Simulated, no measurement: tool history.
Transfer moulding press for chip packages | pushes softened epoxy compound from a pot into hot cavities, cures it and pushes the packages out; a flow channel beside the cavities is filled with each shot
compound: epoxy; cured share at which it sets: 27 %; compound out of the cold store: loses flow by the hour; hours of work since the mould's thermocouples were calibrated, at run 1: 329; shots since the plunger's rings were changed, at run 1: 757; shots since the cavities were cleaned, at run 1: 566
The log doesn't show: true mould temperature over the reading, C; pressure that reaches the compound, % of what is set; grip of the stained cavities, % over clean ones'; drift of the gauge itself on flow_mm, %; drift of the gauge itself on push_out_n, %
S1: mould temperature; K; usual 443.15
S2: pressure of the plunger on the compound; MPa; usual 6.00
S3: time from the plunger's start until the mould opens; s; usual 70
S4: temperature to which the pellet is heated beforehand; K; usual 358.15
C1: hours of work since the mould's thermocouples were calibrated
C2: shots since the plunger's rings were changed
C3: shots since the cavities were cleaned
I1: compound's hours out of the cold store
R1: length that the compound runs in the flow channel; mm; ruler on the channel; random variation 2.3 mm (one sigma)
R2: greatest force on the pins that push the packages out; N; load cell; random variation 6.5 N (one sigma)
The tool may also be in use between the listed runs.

run,hour,S1,S2,S3,S4,C1,C2,C3,I1,R1,R2
1,0.0,443.15,6.00,70,358.15,329,757,566,18.7,897,442
2,13.6,443.15,6.00,70,358.15,338,948,757,32.6,802,445
# hour 22.4: cavities cleaned with cleaning compound and waxed
3,27.9,443.15,6.00,58,358.15,346,1130,78,10.9,944,432
4,40.1,443.15,6.00,58,358.15,354,1302,250,24.1,859,492
5,51.7,443.15,7.40,70,358.15,362,1466,414,25.4,939,395
6,57.3,443.15,7.40,70,355.15,366,1545,493,47.8,796,410
7,68.6,443.15,7.40,70,355.15,373,1705,653,15.1,1018,444
8,74.1,443.15,7.40,70,355.15,377,1783,731,17.5,997,458
9,82.6,443.15,6.00,70,358.15,382,1903,851,29.4,820,474
# hour 85.0: cavities cleaned with cleaning compound and waxed
10,94.6,443.15,6.00,70,358.15,389,2051,136,28.8,824,314
11,108.1,443.15,6.00,70,358.15,398,2243,328,33.6,797,364
12,118.0,443.15,6.00,70,358.15,405,2382,467,41.7,749,408
13,124.3,443.15,6.00,70,358.15,409,2470,555,28.8,825,427
14,133.5,443.15,6.30,70,358.15,415,2601,686,14.5,936,447
15,145.4,443.15,5.39,66,366.15,422,2769,854,14.9,856,482
# hour 148.1: cavities cleaned with cleaning compound and waxed
16,158.9,443.15,4.70,70,364.15,430,2938,152,16.2,798,326
17,165.2,447.15,6.00,70,358.15,434,3028,242,17.5,876,332
18,174.2,447.15,4.97,57,358.15,440,3155,369,42.9,662,430
# hour 178.2: plunger's sealing rings changed
19,190.2,443.15,6.00,90,358.15,449,169,560,10.8,957,377
20,199.5,443.15,5.15,52,359.15,455,300,691,43.4,696,733
21,206.5,445.15,5.15,64,359.15,460,399,790,38.1,718,460
# hour 212.8: cavities cleaned with cleaning compound and waxed
22,213.5,445.15,5.15,89,359.15,463,476,9,14.3,854,227
23,223.4,445.15,4.60,89,359.15,470,617,150,22.6,752,290
24,235.7,448.15,4.60,89,362.15,478,791,324,31.0,702,322
25,245.2,439.15,7.49,55,364.15,484,924,457,24.4,971,791
26,254.3,439.15,7.49,55,364.15,490,1054,587,23.6,973,832
27,261.5,449.15,6.29,61,353.15,495,1155,688,29.7,830,430
# hour 274.9: cavities cleaned with cleaning compound and waxed
28,274.9,448.15,6.06,71,366.15,503,1323,0,19.1,878,236

Forecast each of these 3 alternatives for the next run:
A,284.5,439.15,6.06,71,366.15,509,1458,135,34.4,?,?
B,284.5,443.15,6.84,70,359.15,509,1458,135,12.3,?,?
C,284.5,440.15,7.40,70,355.15,509,1458,135,33.0,?,?

run,R1,R2
A,806,357
B,997,314
C,906,345
Without the tool's hidden state the same runs would have given:
run,R1,R2
A,816,297
B,1010,260
C,918,286

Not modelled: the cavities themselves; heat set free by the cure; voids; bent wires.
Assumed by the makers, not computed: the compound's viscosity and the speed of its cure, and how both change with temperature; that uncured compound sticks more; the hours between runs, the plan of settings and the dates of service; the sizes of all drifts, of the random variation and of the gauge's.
